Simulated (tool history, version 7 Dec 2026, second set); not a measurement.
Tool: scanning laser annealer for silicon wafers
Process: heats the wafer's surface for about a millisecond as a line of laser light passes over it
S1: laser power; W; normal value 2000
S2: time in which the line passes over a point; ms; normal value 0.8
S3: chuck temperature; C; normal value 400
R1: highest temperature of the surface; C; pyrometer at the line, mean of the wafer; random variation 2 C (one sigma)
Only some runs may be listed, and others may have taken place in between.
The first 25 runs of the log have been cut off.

run,day,S1,S2,S3,R1
26,20.621,1930,0.658,365,1093
27,21.604,1930,0.658,365,1093
28,22.229,1725,0.721,365,1046
# day 22.421: window over the wafer cleaned
29,23.083,2015,0.959,418,1327
30,23.738,1855,0.74,424,1160
# day 24.296: window over the wafer cleaned, once more
31,24.625,2000,0.698,400,1194
32,25.362,1899,0.746,400,1184
33,26.508,1805,0.876,399,1205
34,27.462,1805,0.876,399,1207
35,28.396,1931,0.876,399,1261
36,28.942,1931,0.876,399,1254
37,29.979,1774,0.607,389,1049
38,31.017,2000,0.8,374,1219
39,31.625,1866,0.642,400,1108
40,32.708,1866,0.928,400,1253

Here are 4 independent what-if runs from the current tool condition. What would each one return?
A,33.396,2000,0.8,405,?
B,33.396,2000,0.8,407,?
C,33.396,1866,0.928,396,?
D,33.396,2000,0.596,429,?

run,R1
A,1249
B,1252
C,1248
D,1156
Stripped of hidden state, with their random variation kept, the same runs would have yielded:
run,R1
A,1254
B,1257
C,1254
D,1161

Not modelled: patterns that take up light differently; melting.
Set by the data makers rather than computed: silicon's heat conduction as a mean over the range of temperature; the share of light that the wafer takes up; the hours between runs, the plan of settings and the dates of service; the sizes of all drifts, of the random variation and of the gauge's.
